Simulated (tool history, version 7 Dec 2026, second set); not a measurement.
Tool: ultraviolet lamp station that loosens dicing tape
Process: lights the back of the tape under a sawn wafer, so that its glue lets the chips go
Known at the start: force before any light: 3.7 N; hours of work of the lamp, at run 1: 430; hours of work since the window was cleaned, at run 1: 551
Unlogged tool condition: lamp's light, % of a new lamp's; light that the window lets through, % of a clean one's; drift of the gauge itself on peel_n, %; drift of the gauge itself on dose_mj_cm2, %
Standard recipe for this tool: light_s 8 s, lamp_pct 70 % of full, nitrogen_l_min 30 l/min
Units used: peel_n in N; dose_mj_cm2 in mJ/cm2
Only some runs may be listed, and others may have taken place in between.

run	hour	light_s	lamp_pct	nitrogen_l_min	hours of work of the lamp	hours of work since the window was cleaned	peel_n	dose_mj_cm2
1	0.0	8	70	30	430	551	0.337	295
2	22.4	8	70	30	447	568	0.338	292
3	42.0	5	70	30	462	582	0.719	181
4	51.5	5	70	30	469	590	0.711	179
5	62.0	5	70	30	477	598	0.736	182
6	75.0	10	70	30	487	607	0.249	356
# hour 82.8: window cleaned of glue's vapour
7	94.1	8	70	30	501	9	0.311	305
8	116.4	8	70	30	518	25	0.306	305
9	125.5	8	70	30	525	32	0.300	303
10	143.4	8	70	19	538	46	0.423	299
11	165.8	8	70	30	555	63	0.327	295
12	176.2	8	70	30	563	71	0.320	300
13	191.8	8	70	15	575	82	0.542	293
14	208.7	8	70	15	588	95	0.531	293
15	230.9	8	70	15	604	112	0.538	288
16	251.8	8	68	30	620	128	0.353	279
17	271.1	8	68	30	635	142	0.366	277
18	292.6	8	83	30	651	159	0.260	331
19	304.3	8	83	30	660	167	0.272	330
20	318.3	8	83	50	671	178	0.205	332
21	338.2	8	94	30	686	193	0.235	372
22	350.5	8	94	30	695	202	0.242	368
23	367.3	8	94	30	708	215	0.212	367
24	387.7	9	85	11	723	231	0.467	372
25	407.4	8	94	30	738	245	0.240	363
26	423.4	8	76	30	750	257	0.330	287
27	436.0	6	97	18	759	267	0.532	280
28	452.4	6	97	18	772	279	0.526	276
29	472.0	7	97	18	787	294	0.405	316
30	493.6	13	94	25	803	311	0.153	564
31	512.2	6	70	23	817	325	0.762	192
32	523.2	6	86	16	825	333	0.708	236
33	534.8	6	86	16	834	342	0.699	235
34	544.0	13	79	30	841	349	0.174	467
35	554.9	6	98	15	849	357	0.614	265
36	569.0	14	70	30	860	368	0.188	439
37	579.5	14	70	30	868	375	0.183	439
38	597.9	8	80	39	882	389	0.275	290
39	613.4	8	80	39	894	401	0.282	283
40	627.3	8	98	30	904	412	0.246	340
41	642.1	8	98	30	915	423	0.253	342
42	657.3	14	66	15	927	434	0.325	402
43	667.7	14	66	15	935	442	0.320	390

Take each entry between the runs: how does the hidden state at the last listed run before it differ from the hidden state at the first listed run after it?
Run 6 -> run 7: window cleaned of glue's vapour (hour 82.8)
  lamp's light, % of a new lamp's: 84.7 -> 84.2; light that the window lets through, % of a clean one's: 92.9 -> 99.5
  measured result minus the result with no hidden state, peel_n: +0.062 -> +0.075 N; dose_mj_cm2: -96 -> -58 mJ/cm2

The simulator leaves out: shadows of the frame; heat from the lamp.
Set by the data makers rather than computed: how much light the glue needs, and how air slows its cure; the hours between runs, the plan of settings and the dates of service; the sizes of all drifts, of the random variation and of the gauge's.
